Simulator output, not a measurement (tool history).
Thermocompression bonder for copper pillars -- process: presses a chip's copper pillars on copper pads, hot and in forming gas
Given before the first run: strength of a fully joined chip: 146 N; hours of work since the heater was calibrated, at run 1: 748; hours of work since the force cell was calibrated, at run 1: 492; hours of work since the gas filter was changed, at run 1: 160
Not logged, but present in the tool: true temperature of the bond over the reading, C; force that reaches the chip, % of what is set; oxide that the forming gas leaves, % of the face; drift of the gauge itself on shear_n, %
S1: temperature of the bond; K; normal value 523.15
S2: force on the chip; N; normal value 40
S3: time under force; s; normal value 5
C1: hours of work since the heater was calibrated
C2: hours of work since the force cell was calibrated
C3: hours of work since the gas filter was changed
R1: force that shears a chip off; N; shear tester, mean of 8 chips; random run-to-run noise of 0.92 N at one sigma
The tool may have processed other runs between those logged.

run	hour	S1	S2	S3	C1	C2	C3	R1
1	0	523.15	40	5	748	492	160	76.3
2	48.3	523.15	40	5	783	526	195	74.1
3	74.6	523.15	40	5	801	544	213	74.3
4	114.1	497.15	40	5	829	572	241	45.8
5	142.9	523.15	40	5	850	593	262	73.8
6	169.2	523.15	40	5	868	612	280	74.2
7	204.2	529.15	40	5	893	636	305	80.3
# hour 235.2: forming gas filter changed
8	239.6	520.15	40	5	918	661	3	73.4
9	264.2	523.15	49	5	935	678	21	88.2
10	298.9	523.15	49	5	960	703	45	88.5
11	325.9	523.15	49	5	979	722	64	86.4
12	352.3	501.15	49	5	998	741	83	61.1
13	383.5	501.15	49	5	1020	763	105	59.1
14	414.9	501.15	49	5	1042	785	127	60.7
# hour 421.4: heater calibrated with a thermocouple chip
15	458.5	501.15	49	5	26	815	157	57
16	505.4	523.15	40	5	59	848	190	73.1
17	552.5	523.15	40	5	93	881	223	71.2
18	582.1	523.15	40	5	114	902	244	71.4
19	621.5	523.15	40	4	142	930	272	65.8
# hour 643.3: heater calibrated with a thermocouple chip, once more
20	667.8	523.15	40	4	17	961	304	74
# hour 698.3: forming gas filter changed
# hour 703: force cell calibrated
21	703	523.15	40	4	41	0	2	72.8
22	748.9	523.15	40	4	73	33	35	71.3
23	786.9	523.15	45	4	100	59	62	77.4
24	821.7	523.15	45	4	125	84	86	77
25	869.7	523.15	45	4	159	118	120	77.3
26	901.2	523.15	45	4	181	140	143	76.5
27	945.7	523.15	37	11	213	172	174	92.8
28	977.8	523.15	54	4	235	195	197	86.5
29	1006.7	523.15	54	4	256	215	217	86.1
30	1036.1	523.15	54	4	277	236	238	86.2
31	1061.8	523.15	54	4	295	254	256	86.1
32	1109.6	523.15	54	4	329	288	290	86.2
33	1155.8	536.15	27	12	362	321	323	87.6
# hour 1162.5: forming gas filter changed
34	1179.1	511.15	46	5	378	337	12	71
35	1203.7	511.15	32	8	395	354	29	62.6
36	1248	511.15	32	8	426	386	61	62.2
37	1276.6	511.15	32	8	447	406	81	63.1
38	1307.9	511.15	32	8	469	428	103	62.4
39	1357.3	511.15	32	8	504	463	138	62.6
40	1387	511.15	32	8	525	484	159	62

3 options for the next run, each taken on its own from the tool as it stands now. Forecast them:
A	1430	516.15	26	3	555	515	189	?
B	1430	523.15	28	7	555	515	189	?
C	1430	541.15	39	8	555	515	189	?

run	R1
A	38.4
B	62.9
C	106.1
With the hidden condition removed and each run's random variation left untouched, the same runs would have given:
run	R1
A	38.9
B	63.8
C	108.1
